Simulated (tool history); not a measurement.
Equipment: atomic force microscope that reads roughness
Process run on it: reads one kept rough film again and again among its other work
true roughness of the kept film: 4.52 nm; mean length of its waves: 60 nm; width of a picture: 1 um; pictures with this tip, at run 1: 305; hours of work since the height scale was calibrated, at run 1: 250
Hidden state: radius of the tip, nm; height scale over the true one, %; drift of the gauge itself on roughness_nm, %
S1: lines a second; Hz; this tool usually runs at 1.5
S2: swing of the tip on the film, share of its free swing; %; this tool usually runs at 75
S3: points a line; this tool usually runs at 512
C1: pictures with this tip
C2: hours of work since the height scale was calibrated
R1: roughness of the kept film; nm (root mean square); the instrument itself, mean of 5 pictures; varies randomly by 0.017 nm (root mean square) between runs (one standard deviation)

run,hour,S1,S2,S3,C1,C2,R1
1,0,1.5,75,512,305,250,4.183
2,28,1.5,75,585,342,262,4.202
# hour 72.4: new tip fitted
3,78.6,1.5,75,585,8,284,4.208
4,120.4,1.5,75,585,63,302,4.24
5,150,1.5,75,835,102,315,4.227
6,184.1,1.5,75,327,147,330,4.217
7,234.2,1.5,75,512,214,351,4.216
8,275.3,1.5,75,267,268,369,4.204
9,296.9,1.5,75,267,297,378,4.2
10,331.3,1.5,75,267,342,393,4.22
11,367.8,1.5,75,549,390,409,4.221
# hour 378.6: new tip fitted
12,396.1,0.71,85,525,23,421,4.268
13,428.9,1.5,86,411,67,435,4.084
14,459.6,2.45,67,306,107,449,4.214
15,491.4,1.42,61,367,149,462,4.315
16,532,1.42,61,367,203,480,4.341
17,570.3,3.04,75,512,254,496,4.086

What if the next run were any one of these 4? Each begins from the tool's condition after run 17:
A,611.3,2.47,79,535,308,514,?
B,611.3,0.61,75,512,308,514,?
C,611.3,0.53,73,823,308,514,?
D,611.3,3.04,75,294,308,514,?

run,R1
A,4.073
B,4.315
C,4.326
D,4.031
Without the tool's hidden state the same runs would have given:
run,R1
A,4.082
B,4.325
C,4.336
D,4.04

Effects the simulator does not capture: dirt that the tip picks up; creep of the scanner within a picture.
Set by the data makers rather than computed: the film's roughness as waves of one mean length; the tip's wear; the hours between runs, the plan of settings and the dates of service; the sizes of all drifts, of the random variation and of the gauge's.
